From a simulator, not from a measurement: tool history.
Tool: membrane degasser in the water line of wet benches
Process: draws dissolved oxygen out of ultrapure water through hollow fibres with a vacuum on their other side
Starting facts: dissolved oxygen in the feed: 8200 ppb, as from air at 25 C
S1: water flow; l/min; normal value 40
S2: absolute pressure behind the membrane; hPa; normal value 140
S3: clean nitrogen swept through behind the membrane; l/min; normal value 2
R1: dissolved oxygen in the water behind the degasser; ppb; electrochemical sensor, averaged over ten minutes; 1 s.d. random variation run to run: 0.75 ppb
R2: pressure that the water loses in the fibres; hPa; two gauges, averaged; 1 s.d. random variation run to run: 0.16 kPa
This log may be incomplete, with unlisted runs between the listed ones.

| run | hour | S1 | S2 | S3 | R1 | R2 |
|---|---|---|---|---|---|---|
| 1 | 0 | 40 | 140 | 2 | 466.5 | 360.2 |
| 2 | 127.2 | 40 | 140 | 2 | 465.3 | 362.2 |
| 3 | 333.3 | 40 | 193 | 2 | 673.1 | 359.2 |
| 4 | 474.2 | 40 | 191 | 2 | 667.1 | 362 |
| 5 | 614.4 | 40 | 191 | 2 | 667.9 | 363.2 |
| 6 | 719.5 | 40 | 191 | 2 | 670.1 | 363.6 |
| 7 | 863.5 | 40 | 191 | 2 | 668.3 | 364.5 |
| 8 | 999 | 40 | 140 | 2 | 465.2 | 360 |
| 9 | 1119.1 | 32 | 140 | 1.15 | 610.1 | 288 |
| 10 | 1285.1 | 32 | 140 | 1.15 | 610.1 | 291 |
| 11 | 1491.3 | 32 | 140 | 1.15 | 611.6 | 289.7 |
| 12 | 1651.4 | 32 | 115 | 3.3 | 191.6 | 291.1 |
| 13 | 1837.8 | 60 | 140 | 1.81 | 739.5 | 546.3 |
| 14 | 1972.9 | 27 | 218 | 1.17 | 864.6 | 246.2 |
| 15 | 2115.5 | 64 | 122 | 4.51 | 348.8 | 583.5 |
| 16 | 2250 | 32 | 135 | 1.46 | 482.3 | 291.6 |

Forecast each of these 5 alternatives for the next run:
| A | 2426.2 | 63 | 185 | 3.15 | ? | ? |
| B | 2426.2 | 32 | 113 | 1.16 | ? | ? |
| C | 2426.2 | 40 | 140 | 4.93 | ? | ? |
| D | 2426.2 | 40 | 138 | 2 | ? | ? |
| E | 2426.2 | 40 | 182 | 5.04 | ? | ? |

| run | R1 | R2 |
|---|---|---|
| A | 692.9 | 575 |
| B | 466.4 | 292.8 |
| C | 214.9 | 362.6 |
| D | 463.6 | 364 |
| E | 286.4 | 365.9 |
Without the tool's unlogged condition, the same runs would have read:
| run | R1 | R2 |
|---|---|---|
| A | 682 | 565.4 |
| B | 457.6 | 287.9 |
| C | 210.4 | 356.5 |
| D | 455.8 | 357.9 |
| E | 281.7 | 359.8 |

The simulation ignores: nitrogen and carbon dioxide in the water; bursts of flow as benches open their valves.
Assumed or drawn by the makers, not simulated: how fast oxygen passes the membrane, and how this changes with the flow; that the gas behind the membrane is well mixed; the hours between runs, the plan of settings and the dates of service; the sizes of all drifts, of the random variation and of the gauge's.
